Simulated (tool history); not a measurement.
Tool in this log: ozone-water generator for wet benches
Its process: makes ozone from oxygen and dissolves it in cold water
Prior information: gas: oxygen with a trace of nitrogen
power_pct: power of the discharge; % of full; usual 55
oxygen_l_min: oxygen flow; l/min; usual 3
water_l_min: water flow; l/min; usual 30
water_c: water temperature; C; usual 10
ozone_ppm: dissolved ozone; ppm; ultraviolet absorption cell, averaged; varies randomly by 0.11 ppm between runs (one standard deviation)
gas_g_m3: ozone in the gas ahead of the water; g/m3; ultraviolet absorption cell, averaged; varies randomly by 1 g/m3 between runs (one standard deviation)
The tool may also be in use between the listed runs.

run	day	power_pct	oxygen_l_min	water_l_min	water_c	ozone_ppm	gas_g_m3
1	0	55	3	30	10	9.1	177.4
# day 1.579: contactor cleaned
2	3.092	55	3	30	10	9	175.8
3	5.438	55	3	30	10	9.1	176
4	9.808	55	3	30	10	8.9	176.2
5	11.625	75	3	30	10	11.9	231.5
6	13.404	75	3	30	10	11.8	231.7
7	15.879	68	3	30	10	11	213.8
8	19.146	88	2.34	29	10	13.6	311
9	21.533	88	2.34	29	7	13.7	309.3
10	25.596	65	2.83	29	7	11.1	211.9

Alternative continuations, all from the tool just after run 10; predict every row:
A	29.171	65	2.83	37	7	?	?
B	29.171	59	2.83	29	7	?	?
C	29.171	55	3	30	14	?	?
D	29.171	55	1.85	30	10	?	?

run	ozone_ppm	gas_g_m3
A	8.4	212.9
B	10.3	193.8
C	8.8	174.6
D	8.2	236.1
The same runs, with their run-to-run variation unchanged, on a tool lacking any hidden condition would have given:
run	ozone_ppm	gas_g_m3
A	8.4	213.1
B	10.3	193.9
C	8.8	174.7
D	8.3	236.2
